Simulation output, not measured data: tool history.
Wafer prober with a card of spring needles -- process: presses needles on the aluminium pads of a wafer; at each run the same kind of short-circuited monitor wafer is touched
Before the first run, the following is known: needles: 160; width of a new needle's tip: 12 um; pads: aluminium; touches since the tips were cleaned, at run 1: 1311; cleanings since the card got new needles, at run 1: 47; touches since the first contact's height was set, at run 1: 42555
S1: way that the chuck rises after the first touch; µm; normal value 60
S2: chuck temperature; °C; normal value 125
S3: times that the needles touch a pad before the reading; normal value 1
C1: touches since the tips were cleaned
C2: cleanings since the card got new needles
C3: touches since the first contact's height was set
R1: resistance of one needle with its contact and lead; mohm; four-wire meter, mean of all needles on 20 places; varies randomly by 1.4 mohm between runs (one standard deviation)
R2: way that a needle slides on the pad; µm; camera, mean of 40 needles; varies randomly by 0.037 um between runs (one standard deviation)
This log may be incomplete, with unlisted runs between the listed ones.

Run 1, hour 0: usual settings; C1 1311; C2 47; C3 42555. Result: R1 131 mohm, R2 9.17 µm.
At hour 4: tips cleaned on abrasive film.
Run 2, hour 9.7: usual settings but S3 2; C1 2972; C2 48; C3 47524. Result: R1 134 mohm, R2 9.12 µm.
At hour 10.4: tips cleaned on abrasive film.
Run 3, hour 14.7: usual settings but S3 2; C1 2195; C2 49; C3 50043. Result: R1 130 mohm, R2 9.11 µm.
At hour 16.5: tips cleaned on abrasive film.
Run 4, hour 21.5: usual settings but S2 117 °C, S3 2; C1 2563; C2 50; C3 53513. Result: R1 133 mohm, R2 9.09 µm.
At hour 23.4: tips cleaned on abrasive film.
Run 5, hour 28.7: usual settings but S2 117 °C, S3 2; C1 2727; C2 51; C3 57186. Result: R1 132 mohm, R2 9.07 µm.
At hour 29.7: tips cleaned on abrasive film.
At hour 36.3: tips cleaned on abrasive film.
Run 6, hour 38.6: usual settings but S2 117 °C, S3 2; C1 1188; C2 53; C3 62227. Result: R1 125 mohm, R2 9.01 µm.
At hour 42.5: tips cleaned on abrasive film.
Run 7, hour 46: usual settings but S2 117 °C, S3 2; C1 1780; C2 54; C3 65968. Result: R1 129 mohm, R2 9.02 µm.
At hour 48.9: tips cleaned on abrasive film.
Run 8, hour 52.9: usual settings but S2 76 °C; C1 2093; C2 55; C3 69495. Result: R1 138 mohm, R2 9.02 µm.
At hour 55: tips cleaned on abrasive film.
Run 9, hour 58.5: usual settings but S2 76 °C; C1 1803; C2 56; C3 72345. Result: R1 136 mohm, R2 8.96 µm.
At hour 61.1: tips cleaned on abrasive film.
Run 10, hour 66.1: usual settings but S2 76 °C; C1 2610; C2 57; C3 76239. Result: R1 142 mohm, R2 8.95 µm.
At hour 67.9: tips cleaned on abrasive film.
Run 11, hour 71.6: usual settings but S2 76 °C; C1 1907; C2 58; C3 79024. Result: R1 136 mohm, R2 8.99 µm.
At hour 74.1: tips cleaned on abrasive film.
Run 12, hour 77.1: usual settings but S1 61 µm; C1 1509; C2 59; C3 81779. Result: R1 136 mohm, R2 9.08 µm.
At hour 80.5: tips cleaned on abrasive film.
Run 13, hour 81.7: usual settings but S2 43 °C; C1 644; C2 60; C3 84143. Result: R1 120 mohm, R2 8.93 µm.
At hour 87.2: tips cleaned on abrasive film.
Run 14, hour 89.5: usual settings but S2 103 °C; C1 1146; C2 61; C3 88092. Result: R1 134 mohm, R2 8.9 µm.
At hour 93.7: tips cleaned on abrasive film.
Run 15, hour 97.4: usual settings but S2 103 °C; C1 1935; C2 62; C3 92143. Result: R1 140 mohm, R2 8.96 µm.
At hour 100.4: tips cleaned on abrasive film.
At hour 106.8: tips cleaned on abrasive film.
Run 16, hour 106.8: usual settings but S2 103 °C; C1 0; C2 64; C3 96902. Result: R1 117 mohm, R2 8.81 µm.
At hour 113: tips cleaned on abrasive film.
Run 17, hour 116.8: usual settings but S1 69 µm, S2 69 °C, S3 2; C1 1986; C2 65; C3 102031. Result: R1 121 mohm, R2 10.28 µm.
At hour 119.2: tips cleaned on abrasive film.
At hour 125.7: tips cleaned on abrasive film.
Run 18, hour 127.2: usual settings but S1 69 µm, S2 92 °C, S3 2; C1 781; C2 67; C3 107305. Result: R1 118 mohm, R2 10.25 µm.
At hour 132.1: tips cleaned on abrasive film.
Run 19, hour 132.3: usual settings but S1 45 µm, S2 52 °C, S3 2; C1 70; C2 68; C3 109856. Result: R1 115 mohm, R2 6.41 µm.
At hour 138.6: tips cleaned on abrasive film.
Run 20, hour 140.5: usual settings but S1 64 µm, S3 2; C1 1006; C2 69; C3 114070. Result: R1 123 mohm, R2 9.39 µm.
At hour 144.9: tips cleaned on abrasive film.
Run 21, hour 149.3: usual settings but S1 64 µm, S2 68 °C; C1 2273; C2 70; C3 118547. Result: R1 137 mohm, R2 9.43 µm.
At hour 150.9: tips cleaned on abrasive film.
At hour 157.2: tips cleaned on abrasive film.
Run 22, hour 160: usual settings but S1 64 µm, S2 68 °C; C1 1466; C2 72; C3 123990. Result: R1 130 mohm, R2 9.36 µm.
At hour 163.2: tips cleaned on abrasive film.
At hour 169.5: tips cleaned on abrasive film.
Run 23, hour 170.6: usual settings but S1 77 µm, S2 33 °C; C1 566; C2 74; C3 129378. Result: R1 110 mohm, R2 11.35 µm.
At hour 172.9: height of the first contact set anew.
At hour 176.3: tips cleaned on abrasive film.
Run 24, hour 177.3: usual settings but S1 54 µm, S2 49 °C; C1 508; C2 75; C3 2207. Result: R1 118 mohm, R2 8.36 µm.
Run 25, hour 182: usual settings but S1 54 µm, S2 37 °C, S3 2; C1 2922; C2 75; C3 4621. Result: R1 133 mohm, R2 8.4 µm.
At hour 182.8: tips cleaned on abrasive film.
At hour 189.5: tips cleaned on abrasive film.
Run 26, hour 192.9: usual settings but S1 54 µm, S2 37 °C, S3 2; C1 1767; C2 77; C3 10167. Result: R1 124 mohm, R2 8.36 µm.
At hour 195.8: tips cleaned on abrasive film.
Run 27, hour 201.6: usual settings but S1 58 µm, S3 3; C1 3001; C2 78; C3 14644. Result: R1 130 mohm, R2 8.9 µm.
At hour 202.8: tips cleaned on abrasive film.
At hour 209.3: tips cleaned on abrasive film.
Run 28, hour 212.6: usual settings but S1 58 µm, S3 3; C1 1711; C2 80; C3 20216. Result: R1 128 mohm, R2 8.94 µm.
At hour 215.8: tips cleaned on abrasive film.
At hour 222.1: tips cleaned on abrasive film.
Run 29, hour 223.4: usual settings but S1 58 µm, S3 3; C1 655; C2 82; C3 25688. Result: R1 122 mohm, R2 8.91 µm.
At hour 228.3: tips cleaned on abrasive film.
Run 30, hour 228.3: usual settings but S1 58 µm, S2 92 °C, S3 3; C1 0; C2 83; C3 28193. Result: R1 115 mohm, R2 8.91 µm.
At hour 234.9: tips cleaned on abrasive film.
Run 31, hour 237.6: usual settings but S1 58 µm, S2 92 °C, S3 3; C1 1403; C2 84; C3 32946. Result: R1 122 mohm, R2 8.88 µm.
At hour 241.3: tips cleaned on abrasive film.
Run 32, hour 246.8: usual settings but S1 68 µm, S3 2; C1 2838; C2 85; C3 37626. Result: R1 131 mohm, R2 10.35 µm.

Here are 4 independent what-if runs from the current tool condition. What would each one return?
At hour 247.8: tips cleaned on abrasive film.
At hour 254.2: tips cleaned on abrasive film.
Run A, hour 256.8: usual settings but S1 50 µm, S2 121 °C; C1 1316; C2 87; C3 42693. Result: R1 ?, R2 ?.
At hour 247.8: tips cleaned on abrasive film.
At hour 254.2: tips cleaned on abrasive film.
Run B, hour 256.8: usual settings but S1 68 µm, S2 62 °C, S3 2; C1 1316; C2 87; C3 42693. Result: R1 ?, R2 ?.
At hour 247.8: tips cleaned on abrasive film.
At hour 254.2: tips cleaned on abrasive film.
Run C, hour 256.8: usual settings but S2 29 °C, S3 2; C1 1316; C2 87; C3 42693. Result: R1 ?, R2 ?.
At hour 247.8: tips cleaned on abrasive film.
At hour 254.2: tips cleaned on abrasive film.
Run D, hour 256.8: usual settings but S1 45 µm, S2 81 °C, S3 2; C1 1316; C2 87; C3 42693. Result: R1 ?, R2 ?.

run   R1     R2
  A  144   7.57
  B  117  10.35
  C  115   9.09
  D  134   6.78
What these runs would have given with no unlogged condition in the tool:
run   R1     R2
  A  118   7.77
  B  106  10.55
  C  102   9.29
  D  113   6.98
